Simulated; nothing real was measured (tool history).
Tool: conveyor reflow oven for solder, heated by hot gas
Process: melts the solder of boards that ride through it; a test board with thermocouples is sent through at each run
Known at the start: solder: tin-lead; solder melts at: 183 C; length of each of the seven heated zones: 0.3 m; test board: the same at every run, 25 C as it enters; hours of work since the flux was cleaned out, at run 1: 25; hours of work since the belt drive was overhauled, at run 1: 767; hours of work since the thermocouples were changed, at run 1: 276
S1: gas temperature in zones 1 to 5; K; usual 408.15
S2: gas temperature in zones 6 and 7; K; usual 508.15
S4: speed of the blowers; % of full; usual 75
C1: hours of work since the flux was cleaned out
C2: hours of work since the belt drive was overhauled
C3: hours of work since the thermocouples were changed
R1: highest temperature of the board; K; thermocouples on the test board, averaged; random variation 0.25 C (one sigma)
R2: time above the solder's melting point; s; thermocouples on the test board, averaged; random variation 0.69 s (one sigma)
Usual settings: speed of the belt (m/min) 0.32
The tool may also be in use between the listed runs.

run 1 hour=0 | S1=408.15 S2=508.15 speed_of_the_belt_(m/min)=0.32 S4=75 | C1=25 C2=767 C3=276 | R1=489.65 R2=82.8
run 2 hour=48.3 | S1=408.15 S2=508.15 speed_of_the_belt_(m/min)=0.32 S4=75 | C1=56 C2=798 C3=307 | R1=489.35 R2=81.3
run 3 hour=94 | S1=408.15 S2=508.15 speed_of_the_belt_(m/min)=0.32 S4=75 | C1=86 C2=827 C3=336 | R1=489.75 R2=82.3
run 4 hour=127.8 | S1=418.15 S2=508.15 speed_of_the_belt_(m/min)=0.32 S4=75 | C1=107 C2=849 C3=358 | R1=491.85 R2=89.1
run 5 hour=171.3 | S1=418.15 S2=508.15 speed_of_the_belt_(m/min)=0.32 S4=75 | C1=135 C2=877 C3=385 | R1=491.55 R2=90.8
run 6 hour=218.6 | S1=408.15 S2=508.15 speed_of_the_belt_(m/min)=0.32 S4=72 | C1=165 C2=907 C3=416 | R1=488.95 R2=82.1
run 7 hour=262.2 | S1=408.15 S2=508.15 speed_of_the_belt_(m/min)=0.32 S4=72 | C1=193 C2=935 C3=443 | R1=488.75 R2=81.4
run 8 hour=311 | S1=408.15 S2=508.15 speed_of_the_belt_(m/min)=0.32 S4=72 | C1=224 C2=966 C3=475 | R1=488.95 R2=82.2
run 9 hour=347.1 | S1=408.15 S2=508.15 speed_of_the_belt_(m/min)=0.32 S4=72 | C1=247 C2=989 C3=498 | R1=489.05 R2=80.1
run 10 hour=384.1 | S1=408.15 S2=508.15 speed_of_the_belt_(m/min)=0.32 S4=72 | C1=271 C2=1013 C3=521 | R1=488.45 R2=82.8
run 11 hour=417.1 | S1=408.15 S2=508.15 speed_of_the_belt_(m/min)=0.32 S4=72 | C1=292 C2=1034 C3=542 | R1=488.45 R2=81.8
run 12 hour=459 | S1=408.15 S2=508.15 speed_of_the_belt_(m/min)=0.32 S4=72 | C1=319 C2=1060 C3=569 | R1=488.35 R2=82.1
run 13 hour=491.1 | S1=404.15 S2=508.15 speed_of_the_belt_(m/min)=0.32 S4=75 | C1=339 C2=1081 C3=590 | R1=488.25 R2=78.2
run 14 hour=528.1 | S1=404.15 S2=508.15 speed_of_the_belt_(m/min)=0.32 S4=86 | C1=363 C2=1104 C3=613 | R1=489.85 R2=81.6
run 15 hour=556.3 | S1=404.15 S2=508.15 speed_of_the_belt_(m/min)=0.32 S4=86 | C1=381 C2=1122 C3=631 | R1=489.85 R2=81.5
run 16 hour=601.2 | S1=404.15 S2=508.15 speed_of_the_belt_(m/min)=0.328 S4=76 | C1=409 C2=1151 C3=660 | R1=487.25 R2=74.1
-- hour=659.3 flux residue cleaned out of gas plates and filters
run 17 hour=664.2 | S1=404.15 S2=508.15 speed_of_the_belt_(m/min)=0.328 S4=81 | C1=3 C2=1188 C3=697 | R1=490.15 R2=80.1
run 18 hour=709.6 | S1=404.15 S2=517.15 speed_of_the_belt_(m/min)=0.351 S4=62 | C1=32 C2=1217 C3=726 | R1=490.65 R2=75.1
run 19 hour=763.1 | S1=404.15 S2=517.15 speed_of_the_belt_(m/min)=0.351 S4=62 | C1=66 C2=1251 C3=760 | R1=490.85 R2=74.4
run 20 hour=823.5 | S1=409.15 S2=517.15 speed_of_the_belt_(m/min)=0.351 S4=62 | C1=105 C2=1290 C3=799 | R1=491.55 R2=77.3
run 21 hour=863.4 | S1=409.15 S2=517.15 speed_of_the_belt_(m/min)=0.351 S4=62 | C1=130 C2=1315 C3=824 | R1=491.65 R2=77.6
run 22 hour=890.9 | S1=408.15 S2=501.15 speed_of_the_belt_(m/min)=0.271 S4=58 | C1=148 C2=1333 C3=842 | R1=487.25 R2=95.2
run 23 hour=945.8 | S1=408.15 S2=501.15 speed_of_the_belt_(m/min)=0.271 S4=58 | C1=183 C2=1368 C3=877 | R1=487.05 R2=95.5
run 24 hour=972.8 | S1=408.15 S2=508.15 speed_of_the_belt_(m/min)=0.357 S4=67 | C1=200 C2=1385 C3=894 | R1=484.55 R2=66.6
run 25 hour=1008.8 | S1=408.15 S2=508.15 speed_of_the_belt_(m/min)=0.357 S4=67 | C1=223 C2=1408 C3=917 | R1=484.05 R2=67.4
run 26 hour=1070.1 | S1=403.15 S2=508.15 speed_of_the_belt_(m/min)=0.32 S4=58 | C1=262 C2=1447 C3=956 | R1=485.85 R2=75
run 27 hour=1105.8 | S1=409.15 S2=508.15 speed_of_the_belt_(m/min)=0.295 S4=72 | C1=285 C2=1470 C3=979 | R1=492.85 R2=94.5

Hidden state or all else? Some run-to-run changes of R1, split into what the settings, what came in and random variation would give without the hidden state, and what is left for the hidden state (with any gauge scatter that isn't in both results):
The hidden state here: heat that the gas passes to the board, % of a clean oven's; belt's true speed, % of the reading; true gas temperature in zones 6 and 7 over the reading, C; drift of the gauge itself on peak_c, C; drift of the gauge itself on liquid_s, %.
Run 2 -> 3: no setting changed, nothing entered. R1 +0.4 K: hidden state -0.2, all else +0.6.
Run 16 -> 17: S4 76 -> 81, flux residue cleaned out of gas plates and filters. R1 +2.9 K: hidden state +2.5, all else +0.4.
Run 21 -> 22: S1 409.15 -> 408.15, S2 517.15 -> 501.15, speed of the belt (m/min) 0.351 -> 0.271, S4 62 -> 58. R1 -4.4 K: hidden state -0.1, all else -4.3.
Run 26 -> 27: S1 403.15 -> 409.15, speed of the belt (m/min) 0.32 -> 0.295, S4 58 -> 72. R1 +7 K: hidden state +0, all else +7.
